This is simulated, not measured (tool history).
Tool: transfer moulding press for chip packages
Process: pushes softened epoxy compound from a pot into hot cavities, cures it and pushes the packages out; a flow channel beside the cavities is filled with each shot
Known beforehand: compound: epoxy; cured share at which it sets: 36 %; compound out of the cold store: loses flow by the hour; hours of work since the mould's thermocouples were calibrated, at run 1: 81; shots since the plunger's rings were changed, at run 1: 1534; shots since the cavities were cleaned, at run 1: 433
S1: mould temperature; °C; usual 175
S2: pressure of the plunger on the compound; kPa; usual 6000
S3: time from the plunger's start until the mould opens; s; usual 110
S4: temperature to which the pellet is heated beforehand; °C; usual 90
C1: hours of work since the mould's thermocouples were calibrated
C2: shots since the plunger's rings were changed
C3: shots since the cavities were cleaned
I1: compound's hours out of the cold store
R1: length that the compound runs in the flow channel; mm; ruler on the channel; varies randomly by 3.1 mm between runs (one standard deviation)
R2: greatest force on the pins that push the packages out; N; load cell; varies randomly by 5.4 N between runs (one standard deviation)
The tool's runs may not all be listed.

Run 1, hour 0.0: usual settings; C1 81; C2 1534; C3 433; I1 47.7. Result: R1 945 mm, R2 182 N.
At hour 16.2: cavities cleaned with cleaning compound and waxed.
Run 2, hour 19.3: usual settings; C1 91; C2 1697; C3 29; I1 10.6. Result: R1 1013 mm, R2 181 N.
Run 3, hour 58.7: usual settings; C1 112; C2 2058; C3 390; I1 42.5. Result: R1 957 mm, R2 182 N.
At hour 78.9: cavities cleaned with cleaning compound and waxed.
Run 4, hour 90.7: usual settings but S3 133 s; C1 128; C2 2338; C3 108; I1 26.9. Result: R1 981 mm, R2 166 N.
Run 5, hour 122.4: usual settings but S1 170 °C, S3 133 s; C1 145; C2 2628; C3 398; I1 37.3. Result: R1 983 mm, R2 177 N.
At hour 141.4: cavities cleaned with cleaning compound and waxed.
Run 6, hour 141.4: usual settings but S1 170 °C, S3 133 s; C1 154; C2 2789; C3 0; I1 13.6. Result: R1 1028 mm, R2 179 N.
Run 7, hour 162.9: usual settings but S1 179 °C; C1 166; C2 2986; C3 197; I1 41.7. Result: R1 941 mm, R2 168 N.
At hour 189.7: plunger's sealing rings changed.
Run 8, hour 195.2: usual settings but S2 6530 kPa; C1 182; C2 51; C3 470; I1 43.3. Result: R1 993 mm, R2 183 N.
At hour 206.0: cavities cleaned with cleaning compound and waxed.
Run 9, hour 232.3: usual settings but S2 6530 kPa; C1 201; C2 377; C3 241; I1 12.8. Result: R1 1055 mm, R2 176 N.
Run 10, hour 257.6: usual settings but S2 6530 kPa; C1 214; C2 609; C3 473; I1 16.8. Result: R1 1047 mm, R2 175 N.
At hour 269.1: cavities cleaned with cleaning compound and waxed.
Run 11, hour 284.6: usual settings but S2 6530 kPa; C1 228; C2 843; C3 142; I1 23.1. Result: R1 1036 mm, R2 185 N.
Run 12, hour 326.0: usual settings but S2 6530 kPa; C1 250; C2 1223; C3 522; I1 28.0. Result: R1 1017 mm, R2 183 N.
At hour 332.5: cavities cleaned with cleaning compound and waxed.
Run 13, hour 363.5: usual settings; C1 269; C2 1552; C3 283; I1 47.4. Result: R1 946 mm, R2 175 N.
At hour 394.7: cavities cleaned with cleaning compound and waxed.
Run 14, hour 407.6: usual settings; C1 292; C2 1943; C3 118; I1 38.5. Result: R1 961 mm, R2 181 N.
Run 15, hour 427.3: usual settings but S1 181 °C, S4 96 °C; C1 302; C2 2124; C3 299; I1 20.4. Result: R1 967 mm, R2 170 N.
Run 16, hour 448.4: usual settings but S1 181 °C, S4 96 °C; C1 314; C2 2317; C3 492; I1 38.8. Result: R1 934 mm, R2 170 N.
At hour 457.6: cavities cleaned with cleaning compound and waxed.
Run 17, hour 483.9: usual settings but S1 181 °C, S2 4680 kPa, S4 96 °C; C1 332; C2 2629; C3 241; I1 14.7. Result: R1 867 mm, R2 168 N.
Run 18, hour 503.6: usual settings but S1 168 °C, S2 4680 kPa, S4 85 °C; C1 342; C2 2809; C3 421; I1 15.6. Result: R1 915 mm, R2 267 N.
At hour 519.3: cavities cleaned with cleaning compound and waxed.
Run 19, hour 527.8: usual settings but S1 176 °C, S2 6040 kPa, S4 92 °C; C1 354; C2 3017; C3 77; I1 43.1. Result: R1 950 mm, R2 171 N.
At hour 549.2: plunger's sealing rings changed.
Run 20, hour 565.3: usual settings but S1 176 °C, S2 6360 kPa, S3 137 s, S4 92 °C; C1 373; C2 147; C3 398; I1 35.4. Result: R1 993 mm, R2 168 N.
At hour 586.3: cavities cleaned with cleaning compound and waxed.
Run 21, hour 587.4: usual settings but S3 116 s, S4 89 °C; C1 384; C2 336; C3 10; I1 20.7. Result: R1 997 mm, R2 170 N.
Run 22, hour 617.7: usual settings but S4 84 °C; C1 400; C2 614; C3 288; I1 35.1. Result: R1 961 mm, R2 189 N.
Run 23, hour 643.0: usual settings but S4 84 °C; C1 414; C2 846; C3 520; I1 23.4. Result: R1 987 mm, R2 184 N.
At hour 650.2: cavities cleaned with cleaning compound and waxed.
Run 24, hour 686.2: usual settings but S3 93 s, S4 91 °C; C1 436; C2 1228; C3 329; I1 32.5. Result: R1 970 mm, R2 216 N.
At hour 712.0: cavities cleaned with cleaning compound and waxed.
Run 25, hour 717.5: usual settings but S3 140 s; C1 452; C2 1501; C3 50; I1 16.4. Result: R1 1003 mm, R2 164 N.
Run 26, hour 754.5: usual settings but S1 180 °C, S2 4900 kPa, S3 100 s, S4 85 °C; C1 472; C2 1841; C3 390; I1 26.8. Result: R1 872 mm, R2 175 N.
At hour 775.2: cavities cleaned with cleaning compound and waxed.
Run 27, hour 775.6: usual settings but S1 180 °C, S2 5050 kPa, S3 100 s, S4 85 °C; C1 482; C2 2020; C3 3; I1 28.3. Result: R1 876 mm, R2 181 N.

Forecast each of these 5 alternatives for the next run:
Run A, hour 794.1: usual settings but S1 168 °C, S3 120 s, S4 96 °C; C1 492; C2 2190; C3 173; I1 33.2. Result: R1 ?, R2 ?.
Run B, hour 794.1: usual settings but S1 180 °C, S2 5310 kPa, S3 122 s, S4 87 °C; C1 492; C2 2190; C3 173; I1 27.2. Result: R1 ?, R2 ?.
Run C, hour 794.1: usual settings but S1 170 °C, S4 82 °C; C1 492; C2 2190; C3 173; I1 9.4. Result: R1 ?, R2 ?.
Run D, hour 794.1: usual settings but S1 181 °C, S3 99 s, S4 97 °C; C1 492; C2 2190; C3 173; I1 28.7. Result: R1 ?, R2 ?.
Run E, hour 794.1: usual settings but S1 171 °C; C1 492; C2 2190; C3 173; I1 19.0. Result: R1 ?, R2 ?.

run    R1   R2
  A  1000  225
  B   902  169
  C  1037  242
  D   958  170
  E  1011  217
What these runs would have given with no unlogged condition in the tool:
run    R1   R2
  A  1001  223
  B   903  167
  C  1038  241
  D   959  169
  E  1012  216
